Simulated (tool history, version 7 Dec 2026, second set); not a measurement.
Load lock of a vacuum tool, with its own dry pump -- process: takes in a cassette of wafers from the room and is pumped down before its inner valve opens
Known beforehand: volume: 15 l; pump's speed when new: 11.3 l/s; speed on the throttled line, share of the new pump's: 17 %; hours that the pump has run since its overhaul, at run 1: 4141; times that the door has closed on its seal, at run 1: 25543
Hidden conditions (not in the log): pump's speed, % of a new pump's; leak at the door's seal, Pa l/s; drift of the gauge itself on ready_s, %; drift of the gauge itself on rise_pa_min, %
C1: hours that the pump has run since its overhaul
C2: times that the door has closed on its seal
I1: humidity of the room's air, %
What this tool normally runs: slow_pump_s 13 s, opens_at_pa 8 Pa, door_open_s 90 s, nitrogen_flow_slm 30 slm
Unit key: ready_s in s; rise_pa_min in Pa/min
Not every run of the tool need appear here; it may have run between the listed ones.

{"run": 1, "day": 0.0, "slow_pump_s": 13, "opens_at_pa": 8, "door_open_s": 90, "nitrogen_flow_slm": 30, "C1": 4141, "C2": 25543, "I1": 46.2, "ready_s": 25, "rise_pa_min": 0.095}
{"run": 2, "day": 24.983, "slow_pump_s": 13, "opens_at_pa": 8, "door_open_s": 90, "nitrogen_flow_slm": 30, "C1": 4741, "C2": 26876, "I1": 43.6, "ready_s": 25.1, "rise_pa_min": 0.088}
{"run": 3, "day": 44.154, "slow_pump_s": 13, "opens_at_pa": 8, "door_open_s": 90, "nitrogen_flow_slm": 30, "C1": 5201, "C2": 27899, "I1": 45.9, "ready_s": 25.2, "rise_pa_min": 0.099}
{"run": 4, "day": 57.138, "slow_pump_s": 13, "opens_at_pa": 8, "door_open_s": 90, "nitrogen_flow_slm": 30, "C1": 5513, "C2": 28592, "I1": 45.8, "ready_s": 24.5, "rise_pa_min": 0.097}
{"run": 5, "day": 68.371, "slow_pump_s": 13, "opens_at_pa": 8, "door_open_s": 90, "nitrogen_flow_slm": 30, "C1": 5782, "C2": 29191, "I1": 40.7, "ready_s": 25.1, "rise_pa_min": 0.098}
{"run": 6, "day": 92.004, "slow_pump_s": 13, "opens_at_pa": 8, "door_open_s": 90, "nitrogen_flow_slm": 21, "C1": 6350, "C2": 30452, "I1": 44.4, "ready_s": 25.6, "rise_pa_min": 0.111}
{"run": 7, "day": 113.462, "slow_pump_s": 13, "opens_at_pa": 8, "door_open_s": 90, "nitrogen_flow_slm": 21, "C1": 6864, "C2": 31597, "I1": 43.9, "ready_s": 25.8, "rise_pa_min": 0.115}
{"run": 8, "day": 128.958, "slow_pump_s": 13, "opens_at_pa": 8, "door_open_s": 90, "nitrogen_flow_slm": 21, "C1": 7236, "C2": 32424, "I1": 44.1, "ready_s": 25.8, "rise_pa_min": 0.119}
{"run": 9, "day": 150.442, "slow_pump_s": 13, "opens_at_pa": 8, "door_open_s": 90, "nitrogen_flow_slm": 21, "C1": 7752, "C2": 33570, "I1": 43.9, "ready_s": 26.4, "rise_pa_min": 0.117}
{"run": 10, "day": 168.496, "slow_pump_s": 13, "opens_at_pa": 8, "door_open_s": 90, "nitrogen_flow_slm": 30, "C1": 8185, "C2": 34534, "I1": 44.5, "ready_s": 26.6, "rise_pa_min": 0.111}
{"run": 11, "day": 186.638, "slow_pump_s": 8, "opens_at_pa": 8, "door_open_s": 90, "nitrogen_flow_slm": 30, "C1": 8621, "C2": 35502, "I1": 45.4, "ready_s": 22.7, "rise_pa_min": 0.115}
{"run": 12, "day": 209.6, "slow_pump_s": 13, "opens_at_pa": 8, "door_open_s": 90, "nitrogen_flow_slm": 30, "C1": 9172, "C2": 36727, "I1": 46.6, "ready_s": 26.9, "rise_pa_min": 0.123}
{"run": 13, "day": 226.546, "slow_pump_s": 13, "opens_at_pa": 8, "door_open_s": 90, "nitrogen_flow_slm": 30, "C1": 9579, "C2": 37631, "I1": 41.9, "ready_s": 26.8, "rise_pa_min": 0.119}
{"run": 14, "day": 245.025, "slow_pump_s": 13, "opens_at_pa": 8, "door_open_s": 90, "nitrogen_flow_slm": 30, "C1": 10022, "C2": 38617, "I1": 47.7, "ready_s": 26.7, "rise_pa_min": 0.131}
{"run": 15, "day": 256.75, "slow_pump_s": 13, "opens_at_pa": 8, "door_open_s": 180, "nitrogen_flow_slm": 30, "C1": 10303, "C2": 39243, "I1": 43.9, "ready_s": 27.1, "rise_pa_min": 0.151}
{"run": 16, "day": 270.417, "slow_pump_s": 13, "opens_at_pa": 8, "door_open_s": 180, "nitrogen_flow_slm": 30, "C1": 10631, "C2": 39972, "I1": 41.6, "ready_s": 27.5, "rise_pa_min": 0.154}
{"run": 17, "day": 282.158, "slow_pump_s": 13, "opens_at_pa": 8, "door_open_s": 180, "nitrogen_flow_slm": 30, "C1": 10913, "C2": 40599, "I1": 46.3, "ready_s": 27.1, "rise_pa_min": 0.16}
{"run": 18, "day": 301.979, "slow_pump_s": 13, "opens_at_pa": 8, "door_open_s": 180, "nitrogen_flow_slm": 30, "C1": 11389, "C2": 41656, "I1": 42.3, "ready_s": 27.5, "rise_pa_min": 0.149}
{"run": 19, "day": 323.246, "slow_pump_s": 13, "opens_at_pa": 8, "door_open_s": 90, "nitrogen_flow_slm": 30, "C1": 11899, "C2": 42791, "I1": 46.1, "ready_s": 28.1, "rise_pa_min": 0.137}
{"day": 326.846, "done": "dry pump taken out, an overhauled one fitted"}
{"run": 20, "day": 339.008, "slow_pump_s": 13, "opens_at_pa": 8, "door_open_s": 90, "nitrogen_flow_slm": 30, "C1": 292, "C2": 43619, "I1": 43, "ready_s": 23.7, "rise_pa_min": 0.135}
{"run": 21, "day": 353.917, "slow_pump_s": 13, "opens_at_pa": 11, "door_open_s": 30, "nitrogen_flow_slm": 30, "C1": 650, "C2": 44414, "I1": 47.3, "ready_s": 23.3, "rise_pa_min": 0.116}
{"run": 22, "day": 377.112, "slow_pump_s": 13, "opens_at_pa": 11, "door_open_s": 30, "nitrogen_flow_slm": 30, "C1": 1206, "C2": 45652, "I1": 44.4, "ready_s": 23.2, "rise_pa_min": 0.124}
{"run": 23, "day": 397.746, "slow_pump_s": 6, "opens_at_pa": 13, "door_open_s": 89, "nitrogen_flow_slm": 24, "C1": 1702, "C2": 46753, "I1": 45.3, "ready_s": 17.4, "rise_pa_min": 0.154}
{"run": 24, "day": 411.108, "slow_pump_s": 24, "opens_at_pa": 15, "door_open_s": 85, "nitrogen_flow_slm": 30, "C1": 2022, "C2": 47466, "I1": 45.3, "ready_s": 32.8, "rise_pa_min": 0.153}
{"run": 25, "day": 435.167, "slow_pump_s": 24, "opens_at_pa": 15, "door_open_s": 85, "nitrogen_flow_slm": 30, "C1": 2600, "C2": 48750, "I1": 47.1, "ready_s": 32.7, "rise_pa_min": 0.158}
{"run": 26, "day": 457.625, "slow_pump_s": 17, "opens_at_pa": 14, "door_open_s": 67, "nitrogen_flow_slm": 25, "C1": 3139, "C2": 49948, "I1": 44.1, "ready_s": 26.1, "rise_pa_min": 0.155}
{"run": 27, "day": 479.65, "slow_pump_s": 23, "opens_at_pa": 8, "door_open_s": 39, "nitrogen_flow_slm": 30, "C1": 3667, "C2": 51123, "I1": 46.8, "ready_s": 32.5, "rise_pa_min": 0.144}
{"run": 28, "day": 497.021, "slow_pump_s": 10, "opens_at_pa": 8, "door_open_s": 117, "nitrogen_flow_slm": 30, "C1": 4084, "C2": 52050, "I1": 43.7, "ready_s": 21.8, "rise_pa_min": 0.174}
{"run": 29, "day": 514.662, "slow_pump_s": 10, "opens_at_pa": 8, "door_open_s": 117, "nitrogen_flow_slm": 30, "C1": 4508, "C2": 52991, "I1": 41.8, "ready_s": 22.5, "rise_pa_min": 0.175}
{"run": 30, "day": 532.554, "slow_pump_s": 25, "opens_at_pa": 16, "door_open_s": 143, "nitrogen_flow_slm": 30, "C1": 4937, "C2": 53946, "I1": 43.3, "ready_s": 33, "rise_pa_min": 0.189}
{"run": 31, "day": 544.812, "slow_pump_s": 13, "opens_at_pa": 8, "door_open_s": 53, "nitrogen_flow_slm": 30, "C1": 5231, "C2": 54600, "I1": 45.4, "ready_s": 25.1, "rise_pa_min": 0.167}
{"run": 32, "day": 556.054, "slow_pump_s": 13, "opens_at_pa": 8, "door_open_s": 90, "nitrogen_flow_slm": 11, "C1": 5501, "C2": 55200, "I1": 42.8, "ready_s": 24.9, "rise_pa_min": 0.196}
{"run": 33, "day": 578.408, "slow_pump_s": 13, "opens_at_pa": 9, "door_open_s": 233, "nitrogen_flow_slm": 41, "C1": 6038, "C2": 56393, "I1": 41.6, "ready_s": 24.5, "rise_pa_min": 0.2}
{"run": 34, "day": 594.812, "slow_pump_s": 15, "opens_at_pa": 9, "door_open_s": 71, "nitrogen_flow_slm": 7, "C1": 6431, "C2": 57268, "I1": 45.3, "ready_s": 27.1, "rise_pa_min": 0.213}
{"run": 35, "day": 607.842, "slow_pump_s": 6, "opens_at_pa": 8, "door_open_s": 44, "nitrogen_flow_slm": 27, "C1": 6744, "C2": 57963, "I1": 45.2, "ready_s": 20.1, "rise_pa_min": 0.178}
{"run": 36, "day": 630.825, "slow_pump_s": 6, "opens_at_pa": 8, "door_open_s": 130, "nitrogen_flow_slm": 8, "C1": 7296, "C2": 59189, "I1": 42.7, "ready_s": 19.8, "rise_pa_min": 0.243}
{"run": 37, "day": 641.133, "slow_pump_s": 6, "opens_at_pa": 14, "door_open_s": 130, "nitrogen_flow_slm": 8, "C1": 7543, "C2": 59740, "I1": 46.5, "ready_s": 19.1, "rise_pa_min": 0.258}

Forecast each of these 3 alternatives for the next run:
{"run": "A", "day": 653.929, "slow_pump_s": 13, "opens_at_pa": 8, "door_open_s": 90, "nitrogen_flow_slm": 19, "C1": 7850, "C2": 60422, "I1": 41.3, "ready_s": "?", "rise_pa_min": "?"}
{"run": "B", "day": 653.929, "slow_pump_s": 7, "opens_at_pa": 14, "door_open_s": 130, "nitrogen_flow_slm": 8, "C1": 7850, "C2": 60422, "I1": 47.6, "ready_s": "?", "rise_pa_min": "?"}
{"run": "C", "day": 653.929, "slow_pump_s": 13, "opens_at_pa": 10, "door_open_s": 90, "nitrogen_flow_slm": 6, "C1": 7850, "C2": 60422, "I1": 49.5, "ready_s": "?", "rise_pa_min": "?"}

run=A ready_s=25.6 rise_pa_min=0.206
run=B ready_s=19.8 rise_pa_min=0.265
run=C ready_s=25.1 rise_pa_min=0.255
With no hidden state in the tool, these same runs would have given:
run=A ready_s=23.4 rise_pa_min=0.063
run=B ready_s=17.6 rise_pa_min=0.121
run=C ready_s=22.9 rise_pa_min=0.112

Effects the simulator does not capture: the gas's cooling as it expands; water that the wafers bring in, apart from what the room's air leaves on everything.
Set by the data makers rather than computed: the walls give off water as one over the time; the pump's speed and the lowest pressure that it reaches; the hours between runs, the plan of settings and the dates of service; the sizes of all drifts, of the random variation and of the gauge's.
